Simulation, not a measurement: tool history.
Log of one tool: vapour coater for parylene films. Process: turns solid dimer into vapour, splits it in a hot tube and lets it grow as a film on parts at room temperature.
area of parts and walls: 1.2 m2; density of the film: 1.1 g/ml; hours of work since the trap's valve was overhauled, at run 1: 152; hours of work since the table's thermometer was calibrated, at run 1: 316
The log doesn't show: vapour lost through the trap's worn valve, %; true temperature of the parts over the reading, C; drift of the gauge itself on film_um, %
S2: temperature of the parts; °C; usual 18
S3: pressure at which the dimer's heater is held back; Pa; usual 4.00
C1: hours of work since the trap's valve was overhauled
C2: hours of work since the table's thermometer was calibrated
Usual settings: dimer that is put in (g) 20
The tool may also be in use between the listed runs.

run 1 hour=0.0 | dimer_that_is_put_in_(g)=20 S2=18 S3=4.00 | C1=152 C2=316 | thickness_of_the_film_(nm)=7490
run 2 hour=20.4 | dimer_that_is_put_in_(g)=20 S2=18 S3=4.00 | C1=168 C2=332 | thickness_of_the_film_(nm)=7440
run 3 hour=30.5 | dimer_that_is_put_in_(g)=20 S2=18 S3=4.00 | C1=176 C2=340 | thickness_of_the_film_(nm)=7250
run 4 hour=47.2 | dimer_that_is_put_in_(g)=20 S2=18 S3=4.00 | C1=189 C2=353 | thickness_of_the_film_(nm)=7340
run 5 hour=67.2 | dimer_that_is_put_in_(g)=20 S2=18 S3=2.24 | C1=204 C2=368 | thickness_of_the_film_(nm)=7480
run 6 hour=81.4 | dimer_that_is_put_in_(g)=20 S2=18 S3=2.12 | C1=215 C2=379 | thickness_of_the_film_(nm)=7500
run 7 hour=94.6 | dimer_that_is_put_in_(g)=20 S2=18 S3=2.12 | C1=226 C2=389 | thickness_of_the_film_(nm)=7660
run 8 hour=114.2 | dimer_that_is_put_in_(g)=20 S2=18 S3=4.00 | C1=241 C2=404 | thickness_of_the_film_(nm)=7240
run 9 hour=123.9 | dimer_that_is_put_in_(g)=20 S2=18 S3=4.00 | C1=248 C2=412 | thickness_of_the_film_(nm)=7270
-- hour=128.8 trap's valve overhauled
run 10 hour=149.4 | dimer_that_is_put_in_(g)=20 S2=18 S3=4.00 | C1=16 C2=429 | thickness_of_the_film_(nm)=6910
-- hour=165.6 trap's valve overhauled, once more
run 11 hour=170.3 | dimer_that_is_put_in_(g)=9 S2=18 S3=4.00 | C1=4 C2=442 | thickness_of_the_film_(nm)=3580
run 12 hour=179.6 | dimer_that_is_put_in_(g)=9 S2=18 S3=4.00 | C1=11 C2=449 | thickness_of_the_film_(nm)=3520
run 13 hour=196.2 | dimer_that_is_put_in_(g)=9 S2=18 S3=4.00 | C1=24 C2=462 | thickness_of_the_film_(nm)=3500
run 14 hour=208.5 | dimer_that_is_put_in_(g)=13 S2=18 S3=3.42 | C1=33 C2=471 | thickness_of_the_film_(nm)=5140
run 15 hour=217.4 | dimer_that_is_put_in_(g)=8 S2=12 S3=4.26 | C1=40 C2=478 | thickness_of_the_film_(nm)=3600
run 16 hour=229.0 | dimer_that_is_put_in_(g)=8 S2=12 S3=4.26 | C1=49 C2=487 | thickness_of_the_film_(nm)=3650
run 17 hour=241.4 | dimer_that_is_put_in_(g)=8 S2=12 S3=4.26 | C1=59 C2=497 | thickness_of_the_film_(nm)=3680
run 18 hour=256.5 | dimer_that_is_put_in_(g)=35 S2=18 S3=3.05 | C1=70 C2=509 | thickness_of_the_film_(nm)=13700
run 19 hour=271.4 | dimer_that_is_put_in_(g)=10 S2=14 S3=4.00 | C1=82 C2=520 | thickness_of_the_film_(nm)=4300
run 20 hour=281.8 | dimer_that_is_put_in_(g)=16 S2=23 S3=2.77 | C1=90 C2=528 | thickness_of_the_film_(nm)=5420
run 21 hour=302.9 | dimer_that_is_put_in_(g)=20 S2=17 S3=2.95 | C1=106 C2=544 | thickness_of_the_film_(nm)=7940
run 22 hour=323.3 | dimer_that_is_put_in_(g)=22 S2=26 S3=2.95 | C1=122 C2=560 | thickness_of_the_film_(nm)=6770
run 23 hour=334.5 | dimer_that_is_put_in_(g)=22 S2=26 S3=2.95 | C1=131 C2=569 | thickness_of_the_film_(nm)=6650
run 24 hour=347.2 | dimer_that_is_put_in_(g)=20 S2=11 S3=4.96 | C1=141 C2=579 | thickness_of_the_film_(nm)=9150
run 25 hour=366.1 | dimer_that_is_put_in_(g)=11 S2=10 S3=2.74 | C1=155 C2=593 | thickness_of_the_film_(nm)=5210

5 ways to go on from here, each from the tool as it stands after run 25. What would each give?
run A hour=376.9 | dimer_that_is_put_in_(g)=29 S2=10 S3=2.07 | C1=164 C2=602 | thickness_of_the_film_(nm)=?
run B hour=376.9 | dimer_that_is_put_in_(g)=17 S2=11 S3=4.00 | C1=164 C2=602 | thickness_of_the_film_(nm)=?
run C hour=376.9 | dimer_that_is_put_in_(g)=10 S2=10 S3=5.51 | C1=164 C2=602 | thickness_of_the_film_(nm)=?
run D hour=376.9 | dimer_that_is_put_in_(g)=20 S2=18 S3=7.48 | C1=164 C2=602 | thickness_of_the_film_(nm)=?
run E hour=376.9 | dimer_that_is_put_in_(g)=8 S2=29 S3=2.84 | C1=164 C2=602 | thickness_of_the_film_(nm)=?

run=A thickness_of_the_film_(nm)=14130
run=B thickness_of_the_film_(nm)=7780
run=C thickness_of_the_film_(nm)=4580
run=D thickness_of_the_film_(nm)=7240
run=E thickness_of_the_film_(nm)=2200
Without the tool's hidden state the same runs would have given:
run=A thickness_of_the_film_(nm)=15000
run=B thickness_of_the_film_(nm)=8260
run=C thickness_of_the_film_(nm)=4860
run=D thickness_of_the_film_(nm)=7680
run=E thickness_of_the_film_(nm)=2340
